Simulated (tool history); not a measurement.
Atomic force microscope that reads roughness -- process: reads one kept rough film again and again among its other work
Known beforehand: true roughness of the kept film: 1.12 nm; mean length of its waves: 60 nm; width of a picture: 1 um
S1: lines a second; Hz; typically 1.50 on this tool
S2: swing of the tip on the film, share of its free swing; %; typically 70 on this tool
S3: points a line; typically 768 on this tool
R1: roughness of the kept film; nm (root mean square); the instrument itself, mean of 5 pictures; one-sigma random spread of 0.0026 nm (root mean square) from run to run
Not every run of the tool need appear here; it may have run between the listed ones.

run 1 day=0.000 | S1=1.50 S2=70 S3=768 | R1=1.019
run 2 day=0.362 | S1=1.50 S2=70 S3=768 | R1=1.012
run 3 day=0.838 | S1=1.50 S2=70 S3=768 | R1=1.010
run 4 day=1.217 | S1=1.50 S2=70 S3=432 | R1=1.008
run 5 day=1.588 | S1=1.50 S2=69 S3=768 | R1=1.006
run 6 day=1.892 | S1=1.50 S2=69 S3=768 | R1=1.006
run 7 day=2.179 | S1=1.50 S2=70 S3=768 | R1=1.001
run 8 day=2.546 | S1=1.50 S2=70 S3=768 | R1=1.002
run 9 day=2.962 | S1=1.50 S2=70 S3=768 | R1=0.998
run 10 day=3.396 | S1=1.50 S2=70 S3=768 | R1=0.999
run 11 day=3.817 | S1=1.49 S2=70 S3=768 | R1=0.993
-- day=4.000 new tip fitted
run 12 day=4.188 | S1=1.50 S2=70 S3=768 | R1=1.028
run 13 day=4.604 | S1=1.50 S2=70 S3=582 | R1=1.029
run 14 day=4.850 | S1=1.50 S2=70 S3=582 | R1=1.022
run 15 day=5.175 | S1=1.50 S2=70 S3=582 | R1=1.025
run 16 day=5.450 | S1=1.50 S2=70 S3=303 | R1=1.021
run 17 day=5.854 | S1=1.50 S2=70 S3=768 | R1=1.025
run 18 day=6.104 | S1=1.50 S2=70 S3=847 | R1=1.023
run 19 day=6.571 | S1=1.50 S2=70 S3=847 | R1=1.022
run 20 day=7.050 | S1=1.50 S2=70 S3=768 | R1=1.017
run 21 day=7.350 | S1=1.50 S2=70 S3=768 | R1=1.016
run 22 day=7.704 | S1=1.50 S2=70 S3=768 | R1=1.012
run 23 day=8.129 | S1=1.50 S2=70 S3=768 | R1=1.008
run 24 day=8.367 | S1=0.72 S2=70 S3=768 | R1=1.041
run 25 day=8.842 | S1=1.50 S2=70 S3=768 | R1=1.004
run 26 day=9.225 | S1=2.68 S2=70 S3=768 | R1=0.956
run 27 day=9.667 | S1=2.68 S2=70 S3=768 | R1=0.955
run 28 day=10.142 | S1=1.50 S2=83 S3=283 | R1=0.942
run 29 day=10.425 | S1=1.50 S2=83 S3=283 | R1=0.935
-- day=10.654 new tip fitted
run 30 day=10.733 | S1=1.31 S2=79 S3=281 | R1=0.996
run 31 day=11.092 | S1=1.31 S2=79 S3=752 | R1=0.997
run 32 day=11.550 | S1=2.43 S2=71 S3=265 | R1=0.975

Predict the results of run 33:
run 33 day=11.938 | S1=2.51 S2=70 S3=350 | R1=?

{"run 33": {"R1": 0.981}}
Minus the tool's unlogged condition, the same run would have read R1 0.993 nm (root mean square).
